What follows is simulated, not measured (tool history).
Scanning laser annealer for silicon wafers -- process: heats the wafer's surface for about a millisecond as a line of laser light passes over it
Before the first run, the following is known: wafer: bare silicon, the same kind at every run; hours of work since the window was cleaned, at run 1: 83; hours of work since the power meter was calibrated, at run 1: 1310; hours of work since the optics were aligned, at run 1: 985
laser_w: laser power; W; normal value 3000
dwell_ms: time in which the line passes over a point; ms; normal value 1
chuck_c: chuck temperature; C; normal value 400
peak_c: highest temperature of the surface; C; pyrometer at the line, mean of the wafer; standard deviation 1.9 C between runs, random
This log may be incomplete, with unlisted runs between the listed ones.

| run | hour | laser_w | dwell_ms | chuck_c | hours of work since the window was cleaned | hours of work since the power meter was calibrated | hours of work since the optics were aligned | peak_c |
|---|---|---|---|---|---|---|---|---|
| 1 | 0 | 3000 | 1 | 400 | 83 | 1310 | 985 | 1137 |
| 2 | 52.1 | 3000 | 1 | 423 | 120 | 1347 | 1022 | 1160 |
| 3 | 97.6 | 3000 | 1 | 423 | 153 | 1380 | 1054 | 1156 |
| 4 | 138.6 | 3000 | 0.87 | 400 | 182 | 1409 | 1083 | 1076 |
| 5 | 173.6 | 3000 | 1 | 400 | 207 | 1434 | 1108 | 1133 |
| 6 | 228.6 | 3000 | 1 | 400 | 246 | 1473 | 1148 | 1128 |
| 7 | 262.6 | 3000 | 1 | 400 | 270 | 1497 | 1172 | 1124 |
| 8 | 296.3 | 3000 | 1 | 400 | 294 | 1521 | 1196 | 1125 |
| 9 | 331 | 3000 | 1 | 400 | 319 | 1546 | 1221 | 1121 |
| 10 | 362.6 | 3000 | 1 | 406 | 341 | 1568 | 1243 | 1128 |
| 11 | 416 | 3000 | 1 | 406 | 379 | 1606 | 1281 | 1126 |
| 12 | 465.7 | 3000 | 1 | 406 | 415 | 1642 | 1316 | 1122 |
|  | 479.3 | optics aligned, line set to its width |
| 13 | 498.7 | 3000 | 1 | 406 | 435 | 1662 | 14 | 1136 |
| 14 | 525.1 | 3000 | 1 | 406 | 453 | 1681 | 33 | 1138 |
| 15 | 560.3 | 3000 | 1 | 406 | 479 | 1706 | 58 | 1136 |
|  | 567.4 | laser's power meter calibrated |
| 16 | 612.2 | 3000 | 1 | 400 | 513 | 32 | 92 | 1129 |
| 17 | 646.5 | 3000 | 1 | 425 | 538 | 56 | 117 | 1147 |
|  | 653.1 | laser's power meter calibrated, once more |
| 18 | 700.1 | 3000 | 1 | 431 | 574 | 34 | 153 | 1167 |
| 19 | 726.3 | 3000 | 1 | 431 | 592 | 52 | 172 | 1168 |
| 20 | 765.4 | 3000 | 0.9 | 431 | 620 | 80 | 199 | 1127 |
| 21 | 820.5 | 2580 | 1.05 | 400 | 660 | 119 | 239 | 1017 |
| 22 | 857.6 | 2580 | 1.05 | 400 | 686 | 146 | 265 | 1015 |
| 23 | 904.9 | 3004 | 0.86 | 406 | 720 | 179 | 299 | 1082 |
| 24 | 938.9 | 3004 | 0.86 | 406 | 744 | 204 | 323 | 1083 |
|  | 963.7 | window over the wafer cleaned |
| 25 | 974.6 | 3210 | 0.75 | 395 | 8 | 227 | 347 | 1113 |
| 26 | 1018.8 | 2766 | 1.22 | 383 | 39 | 259 | 378 | 1137 |
| 27 | 1044.8 | 3028 | 0.97 | 378 | 58 | 278 | 397 | 1130 |
| 28 | 1098.8 | 3057 | 1 | 435 | 96 | 316 | 435 | 1209 |
| 29 | 1148.3 | 2857 | 1 | 400 | 131 | 351 | 471 | 1105 |
| 30 | 1194 | 3122 | 0.7 | 400 | 164 | 384 | 503 | 1055 |
| 31 | 1248.5 | 3122 | 0.7 | 400 | 203 | 423 | 542 | 1055 |
| 32 | 1300.6 | 2595 | 1.06 | 402 | 240 | 460 | 579 | 1037 |
| 33 | 1346.2 | 2629 | 1 | 430 | 272 | 492 | 612 | 1057 |
| 34 | 1398.1 | 2674 | 0.9 | 400 | 309 | 529 | 649 | 1006 |
| 35 | 1429.9 | 2674 | 0.9 | 400 | 332 | 552 | 671 | 1005 |
| 36 | 1463.7 | 3298 | 1 | 380 | 356 | 576 | 695 | 1214 |
| 37 | 1506.8 | 3000 | 1.2 | 391 | 387 | 607 | 726 | 1202 |
| 38 | 1536 | 3257 | 0.79 | 368 | 407 | 627 | 747 | 1095 |
| 39 | 1574.6 | 3257 | 0.79 | 436 | 435 | 655 | 774 | 1159 |
| 40 | 1611.5 | 3067 | 0.88 | 400 | 461 | 681 | 800 | 1109 |

Some steps in peak_c between neighbouring runs. How much of each would the tool show without its hidden state too (settings, what came in, random variation), and how much is left for the hidden state, with any gauge scatter that isn't in both results?
Hidden state present: light that passes the window, % of a clean one's; laser's true power over the reading, %; width of the line over the set one, %; drift of the gauge itself on peak_c, C.
Run 12 -> 13: optics aligned, line set to its width. peak_c +14 C: hidden state +15, all else -1.
Run 17 -> 18: chuck_c 425 -> 431, laser's power meter calibrated, once more. peak_c +20 C: hidden state +12, all else +8.
Run 20 -> 21: laser_w 3000 -> 2580, dwell_ms 0.9 -> 1.05, chuck_c 431 -> 400. peak_c -110 C: hidden state +0, all else -110.
Run 24 -> 25: laser_w 3004 -> 3210, dwell_ms 0.86 -> 0.75, chuck_c 406 -> 395, window over the wafer cleaned. peak_c +30 C: hidden state +30, all else +0.
Run 35 -> 36: laser_w 2674 -> 3298, dwell_ms 0.9 -> 1, chuck_c 400 -> 380. peak_c +209 C: hidden state -9, all else +218.
Run 37 -> 38: laser_w 3000 -> 3257, dwell_ms 1.2 -> 0.79, chuck_c 391 -> 368. peak_c -107 C: hidden state +2, all else -109.

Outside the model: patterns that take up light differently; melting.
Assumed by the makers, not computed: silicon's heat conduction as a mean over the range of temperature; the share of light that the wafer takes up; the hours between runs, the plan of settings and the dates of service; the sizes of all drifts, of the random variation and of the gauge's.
